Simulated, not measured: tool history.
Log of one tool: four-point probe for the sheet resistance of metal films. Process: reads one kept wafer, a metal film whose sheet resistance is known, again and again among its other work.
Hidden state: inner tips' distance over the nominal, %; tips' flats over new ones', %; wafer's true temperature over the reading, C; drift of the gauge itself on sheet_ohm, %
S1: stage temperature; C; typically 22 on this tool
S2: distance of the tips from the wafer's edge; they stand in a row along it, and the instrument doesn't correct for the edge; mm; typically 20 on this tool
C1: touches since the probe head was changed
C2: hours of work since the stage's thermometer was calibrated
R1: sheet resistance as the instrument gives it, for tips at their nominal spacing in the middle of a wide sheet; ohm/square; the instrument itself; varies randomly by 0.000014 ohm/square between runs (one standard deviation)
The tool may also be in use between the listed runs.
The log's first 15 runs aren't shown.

run,hour,S1,S2,C1,C2,R1
16,1081.4,22,18,93564,256,0.069385
17,1174.3,21,20,97024,327,0.069407
18,1218.3,22,20,98662,361,0.069384
# hour 1268.1: new probe head fitted
19,1299.9,22,65,1184,423,0.068887
20,1391.8,22,65,4607,493,0.068976
21,1476.9,22,65,7774,558,0.068978
22,1547.0,22,65,10384,612,0.068994
23,1602.0,33,20,12433,654,0.068756
24,1678.6,33,20,15288,713,0.068785
25,1763.7,23,35,18454,778,0.069061
26,1806.0,30,4,20029,811,0.072312
27,1870.7,22,12,22441,860,0.069472
28,1926.5,28,34,24519,903,0.068916
29,1978.1,28,35,26440,943,0.068923

What will run 30 give?
30,2029.6,28,35,28359,982,?

R1: 0.068944 ohm/square
The same run, on a tool lacking any hidden state, would have yielded R1 0.068869 ohm/square.
